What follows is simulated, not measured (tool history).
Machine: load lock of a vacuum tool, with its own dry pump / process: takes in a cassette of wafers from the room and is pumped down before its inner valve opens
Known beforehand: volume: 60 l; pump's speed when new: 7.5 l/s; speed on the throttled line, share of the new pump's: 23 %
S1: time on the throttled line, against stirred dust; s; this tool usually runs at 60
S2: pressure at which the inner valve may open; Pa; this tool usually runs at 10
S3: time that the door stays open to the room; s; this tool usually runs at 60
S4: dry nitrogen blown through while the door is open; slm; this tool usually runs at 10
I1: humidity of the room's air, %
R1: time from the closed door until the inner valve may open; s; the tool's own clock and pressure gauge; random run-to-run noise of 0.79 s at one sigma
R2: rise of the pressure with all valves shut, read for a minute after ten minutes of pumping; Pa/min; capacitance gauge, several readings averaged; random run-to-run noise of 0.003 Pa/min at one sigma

{"run": 1, "day": 0.0, "S1": 60, "S2": 10, "S3": 60, "S4": 10, "I1": 43.9, "R1": 125.8, "R2": 0.142}
{"run": 2, "day": 11.912, "S1": 60, "S2": 17, "S3": 60, "S4": 10, "I1": 44.7, "R1": 120.6, "R2": 0.147}
{"run": 3, "day": 21.871, "S1": 60, "S2": 10, "S3": 60, "S4": 10, "I1": 46.5, "R1": 125.8, "R2": 0.16}
{"run": 4, "day": 28.279, "S1": 60, "S2": 10, "S3": 60, "S4": 10, "I1": 47.3, "R1": 124.9, "R2": 0.162}
{"run": 5, "day": 35.888, "S1": 60, "S2": 10, "S3": 60, "S4": 10, "I1": 45.9, "R1": 125.4, "R2": 0.159}
{"run": 6, "day": 47.029, "S1": 60, "S2": 10, "S3": 60, "S4": 10, "I1": 44.4, "R1": 124.7, "R2": 0.167}
{"run": 7, "day": 56.933, "S1": 60, "S2": 12, "S3": 60, "S4": 10, "I1": 44.3, "R1": 123.9, "R2": 0.164}
{"run": 8, "day": 62.583, "S1": 60, "S2": 12, "S3": 60, "S4": 10, "I1": 45.2, "R1": 122.6, "R2": 0.177}
{"run": 9, "day": 75.296, "S1": 60, "S2": 10, "S3": 60, "S4": 7, "I1": 44.3, "R1": 124.8, "R2": 0.18}
{"run": 10, "day": 86.712, "S1": 60, "S2": 10, "S3": 60, "S4": 14, "I1": 47.6, "R1": 126.7, "R2": 0.19}
{"run": 11, "day": 99.417, "S1": 60, "S2": 17, "S3": 60, "S4": 14, "I1": 45.4, "R1": 122.1, "R2": 0.192}
{"run": 12, "day": 106.204, "S1": 60, "S2": 17, "S3": 60, "S4": 14, "I1": 45.4, "R1": 120.1, "R2": 0.188}
{"run": 13, "day": 114.683, "S1": 60, "S2": 17, "S3": 60, "S4": 14, "I1": 43.9, "R1": 123.2, "R2": 0.195}
{"run": 14, "day": 119.975, "S1": 60, "S2": 17, "S3": 60, "S4": 14, "I1": 46.8, "R1": 121.8, "R2": 0.196}
{"run": 15, "day": 125.55, "S1": 60, "S2": 16, "S3": 60, "S4": 10, "I1": 46, "R1": 121.7, "R2": 0.206}
{"run": 16, "day": 134.962, "S1": 60, "S2": 16, "S3": 60, "S4": 10, "I1": 46.3, "R1": 122.1, "R2": 0.216}
{"run": 17, "day": 147.392, "S1": 60, "S2": 10, "S3": 41, "S4": 10, "I1": 46.4, "R1": 127, "R2": 0.211}
{"run": 18, "day": 154.546, "S1": 60, "S2": 10, "S3": 41, "S4": 10, "I1": 42.1, "R1": 124.9, "R2": 0.212}
{"run": 19, "day": 165.396, "S1": 60, "S2": 10, "S3": 41, "S4": 10, "I1": 46.9, "R1": 127, "R2": 0.227}
{"run": 20, "day": 175.296, "S1": 102, "S2": 15, "S3": 47, "S4": 10, "I1": 45.8, "R1": 155.6, "R2": 0.225}
{"run": 21, "day": 184.721, "S1": 102, "S2": 15, "S3": 47, "S4": 10, "I1": 44.2, "R1": 154.6, "R2": 0.234}
{"run": 22, "day": 194.083, "S1": 32, "S2": 7, "S3": 47, "S4": 43, "I1": 47.5, "R1": 111.5, "R2": 0.227}
{"run": 23, "day": 199.2, "S1": 32, "S2": 7, "S3": 47, "S4": 43, "I1": 46.8, "R1": 111, "R2": 0.226}
{"run": 24, "day": 204.583, "S1": 60, "S2": 16, "S3": 60, "S4": 9, "I1": 44.1, "R1": 124.8, "R2": 0.25}
{"run": 25, "day": 211.362, "S1": 60, "S2": 10, "S3": 37, "S4": 10, "I1": 48.2, "R1": 128, "R2": 0.252}
{"run": 26, "day": 223.896, "S1": 109, "S2": 10, "S3": 60, "S4": 17, "I1": 42.4, "R1": 164.3, "R2": 0.257}
{"run": 27, "day": 234.329, "S1": 76, "S2": 10, "S3": 184, "S4": 17, "I1": 46.6, "R1": 141.5, "R2": 0.308}
{"run": 28, "day": 241.296, "S1": 50, "S2": 10, "S3": 184, "S4": 22, "I1": 43.8, "R1": 122.1, "R2": 0.304}
{"run": 29, "day": 248.846, "S1": 32, "S2": 10, "S3": 151, "S4": 10, "I1": 47.5, "R1": 109.2, "R2": 0.326}
{"run": 30, "day": 259.638, "S1": 32, "S2": 10, "S3": 151, "S4": 25, "I1": 46.9, "R1": 107.2, "R2": 0.308}
{"run": 31, "day": 269.533, "S1": 54, "S2": 11, "S3": 151, "S4": 31, "I1": 41.4, "R1": 125.3, "R2": 0.299}
{"run": 32, "day": 282.167, "S1": 60, "S2": 10, "S3": 42, "S4": 4, "I1": 45.2, "R1": 128.3, "R2": 0.302}
{"run": 33, "day": 289.633, "S1": 109, "S2": 9, "S3": 130, "S4": 4, "I1": 45.7, "R1": 167.2, "R2": 0.354}
{"run": 34, "day": 299.554, "S1": 58, "S2": 14, "S3": 130, "S4": 9, "I1": 47.8, "R1": 125.2, "R2": 0.35}
{"run": 35, "day": 306.596, "S1": 58, "S2": 10, "S3": 77, "S4": 9, "I1": 43.5, "R1": 128.7, "R2": 0.327}
{"run": 36, "day": 313.104, "S1": 60, "S2": 7, "S3": 60, "S4": 10, "I1": 49, "R1": 133.1, "R2": 0.34}
{"run": 37, "day": 323.079, "S1": 34, "S2": 13, "S3": 108, "S4": 10, "I1": 48.1, "R1": 107.9, "R2": 0.357}

For some of the steps in R1 from one run to the next: how much would appear even if the tool had no hidden state, given the settings, what came in and random variation, and how much remains for the hidden state plus any gauge scatter that the measured result and the result without hidden state don't share?
What the log doesn't record here: pump's speed, % of a new pump's; leak at the door's seal, Pa l/s; drift of the gauge itself on ready_s, %; drift of the gauge itself on rise_pa_min, %.
Run 21 -> 22: S1 102 -> 32, S2 15 -> 7, S4 10 -> 43. R1 -43.1 s: hidden state +2.9, all else -46.
Run 23 -> 24: S1 32 -> 60, S2 7 -> 16, S3 47 -> 60, S4 43 -> 9. R1 +13.8 s: hidden state -1.4, all else +15.2.
Run 32 -> 33: S1 60 -> 109, S2 10 -> 9, S3 42 -> 130. R1 +38.9 s: hidden state -1.1, all else +40.
Run 33 -> 34: S1 109 -> 58, S2 9 -> 14, S4 4 -> 9. R1 -42 s: hidden state +1.5, all else -43.5.
